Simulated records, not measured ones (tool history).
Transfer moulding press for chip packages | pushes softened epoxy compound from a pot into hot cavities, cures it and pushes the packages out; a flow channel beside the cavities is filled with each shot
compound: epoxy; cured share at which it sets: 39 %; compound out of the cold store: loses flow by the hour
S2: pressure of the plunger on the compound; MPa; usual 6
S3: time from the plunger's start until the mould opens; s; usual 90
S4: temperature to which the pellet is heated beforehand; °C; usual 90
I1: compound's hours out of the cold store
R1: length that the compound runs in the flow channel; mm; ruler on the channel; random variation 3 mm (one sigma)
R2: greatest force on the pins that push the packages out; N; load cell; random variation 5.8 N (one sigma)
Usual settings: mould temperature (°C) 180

{"run": 1, "hour": 0.0, "mould temperature (°C)": 180, "S2": 6, "S3": 90, "S4": 90, "I1": 35.8, "R1": 751, "R2": 197}
{"run": 2, "hour": 18.1, "mould temperature (°C)": 180, "S2": 6, "S3": 90, "S4": 90, "I1": 47.6, "R1": 715, "R2": 205}
{"hour": 25.1, "done": "cavities cleaned with cleaning compound and waxed"}
{"run": 3, "hour": 37.2, "mould temperature (°C)": 180, "S2": 6, "S3": 90, "S4": 90, "I1": 40.1, "R1": 741, "R2": 199}
{"run": 4, "hour": 59.6, "mould temperature (°C)": 180, "S2": 6, "S3": 79, "S4": 90, "I1": 10.9, "R1": 837, "R2": 285}
{"hour": 75.2, "done": "cavities cleaned with cleaning compound and waxed"}
{"run": 5, "hour": 76.8, "mould temperature (°C)": 180, "S2": 6, "S3": 79, "S4": 99, "I1": 38.9, "R1": 741, "R2": 246}
{"run": 6, "hour": 101.1, "mould temperature (°C)": 180, "S2": 6, "S3": 79, "S4": 99, "I1": 43, "R1": 726, "R2": 248}
{"hour": 126.8, "done": "cavities cleaned with cleaning compound and waxed"}
{"run": 7, "hour": 130.3, "mould temperature (°C)": 180, "S2": 6, "S3": 79, "S4": 99, "I1": 13, "R1": 833, "R2": 260}
{"hour": 140.1, "done": "plunger's sealing rings changed"}
{"run": 8, "hour": 154.7, "mould temperature (°C)": 180, "S2": 4.93, "S3": 90, "S4": 90, "I1": 44.2, "R1": 656, "R2": 208}
{"hour": 180.0, "done": "cavities cleaned with cleaning compound and waxed"}
{"run": 9, "hour": 187.3, "mould temperature (°C)": 180, "S2": 6, "S3": 90, "S4": 80, "I1": 43.6, "R1": 732, "R2": 202}
{"run": 10, "hour": 207.3, "mould temperature (°C)": 180, "S2": 6, "S3": 90, "S4": 80, "I1": 43, "R1": 728, "R2": 207}
{"run": 11, "hour": 225.5, "mould temperature (°C)": 187, "S2": 6, "S3": 90, "S4": 90, "I1": 24.3, "R1": 781, "R2": 175}
{"hour": 230.0, "done": "cavities cleaned with cleaning compound and waxed"}
{"run": 12, "hour": 255.9, "mould temperature (°C)": 187, "S2": 6, "S3": 90, "S4": 90, "I1": 23.8, "R1": 778, "R2": 165}
{"run": 13, "hour": 270.8, "mould temperature (°C)": 180, "S2": 6, "S3": 90, "S4": 90, "I1": 14.6, "R1": 828, "R2": 215}
{"hour": 279.9, "done": "cavities cleaned with cleaning compound and waxed"}
{"run": 14, "hour": 297.5, "mould temperature (°C)": 180, "S2": 6, "S3": 90, "S4": 90, "I1": 34.5, "R1": 761, "R2": 214}
{"hour": 329.5, "done": "cavities cleaned with cleaning compound and waxed"}
{"run": 15, "hour": 333.4, "mould temperature (°C)": 180, "S2": 6, "S3": 90, "S4": 90, "I1": 35.3, "R1": 750, "R2": 202}
{"run": 16, "hour": 364.8, "mould temperature (°C)": 179, "S2": 6.59, "S3": 90, "S4": 91, "I1": 17.8, "R1": 855, "R2": 215}
{"hour": 379.6, "done": "cavities cleaned with cleaning compound and waxed"}
{"run": 17, "hour": 394.1, "mould temperature (°C)": 179, "S2": 6, "S3": 101, "S4": 90, "I1": 10.4, "R1": 840, "R2": 188}
{"run": 18, "hour": 426.3, "mould temperature (°C)": 187, "S2": 5.94, "S3": 101, "S4": 89, "I1": 29.7, "R1": 754, "R2": 171}
{"hour": 431.1, "done": "cavities cleaned with cleaning compound and waxed"}
{"run": 19, "hour": 450.6, "mould temperature (°C)": 183, "S2": 5.97, "S3": 125, "S4": 89, "I1": 23.9, "R1": 779, "R2": 168}
{"hour": 482.3, "done": "cavities cleaned with cleaning compound and waxed"}
{"run": 20, "hour": 485.2, "mould temperature (°C)": 180, "S2": 6, "S3": 128, "S4": 90, "I1": 46, "R1": 721, "R2": 166}
{"run": 21, "hour": 511.8, "mould temperature (°C)": 180, "S2": 6, "S3": 73, "S4": 97, "I1": 22.8, "R1": 790, "R2": 315}
{"hour": 532.9, "done": "cavities cleaned with cleaning compound and waxed"}
{"run": 22, "hour": 532.9, "mould temperature (°C)": 182, "S2": 6, "S3": 71, "S4": 97, "I1": 22.5, "R1": 795, "R2": 295}
{"hour": 552.5, "done": "plunger's sealing rings changed"}
{"run": 23, "hour": 553.8, "mould temperature (°C)": 182, "S2": 6, "S3": 71, "S4": 97, "I1": 39.9, "R1": 734, "R2": 276}
{"run": 24, "hour": 578.8, "mould temperature (°C)": 182, "S2": 6, "S3": 71, "S4": 97, "I1": 23.9, "R1": 791, "R2": 306}
{"hour": 585.5, "done": "cavities cleaned with cleaning compound and waxed"}
{"hour": 599.0, "done": "mould's thermocouples calibrated"}
{"run": 25, "hour": 610.5, "mould temperature (°C)": 185, "S2": 6, "S3": 90, "S4": 98, "I1": 18.6, "R1": 803, "R2": 184}
{"hour": 638.3, "done": "cavities cleaned with cleaning compound and waxed"}
{"run": 26, "hour": 649.0, "mould temperature (°C)": 185, "S2": 6, "S3": 90, "S4": 98, "I1": 39.3, "R1": 730, "R2": 180}
{"run": 27, "hour": 674.0, "mould temperature (°C)": 181, "S2": 7.44, "S3": 130, "S4": 96, "I1": 10.4, "R1": 934, "R2": 173}
{"hour": 687.3, "done": "cavities cleaned with cleaning compound and waxed"}
{"run": 28, "hour": 705.3, "mould temperature (°C)": 181, "S2": 6.73, "S3": 90, "S4": 90, "I1": 35.7, "R1": 797, "R2": 198}
{"hour": 736.8, "done": "cavities cleaned with cleaning compound and waxed"}
{"run": 29, "hour": 742.8, "mould temperature (°C)": 181, "S2": 6.73, "S3": 90, "S4": 90, "I1": 9.6, "R1": 891, "R2": 204}

3 ways to go on from here, each from the tool as it stands after run 29. What would each give?
{"run": "A", "hour": 777.8, "mould temperature (°C)": 183, "S2": 5.75, "S3": 90, "S4": 90, "I1": 38.6, "R1": "?", "R2": "?"}
{"run": "B", "hour": 777.8, "mould temperature (°C)": 180, "S2": 6, "S3": 90, "S4": 95, "I1": 25.1, "R1": "?", "R2": "?"}
{"run": "C", "hour": 777.8, "mould temperature (°C)": 181, "S2": 6.73, "S3": 106, "S4": 90, "I1": 37.2, "R1": "?", "R2": "?"}

run=A R1=726 R2=194
run=B R1=787 R2=207
run=C R1=788 R2=181
Without the tool's hidden state the same runs would have given:
run=A R1=726 R2=191
run=B R1=788 R2=203
run=C R1=788 R2=177
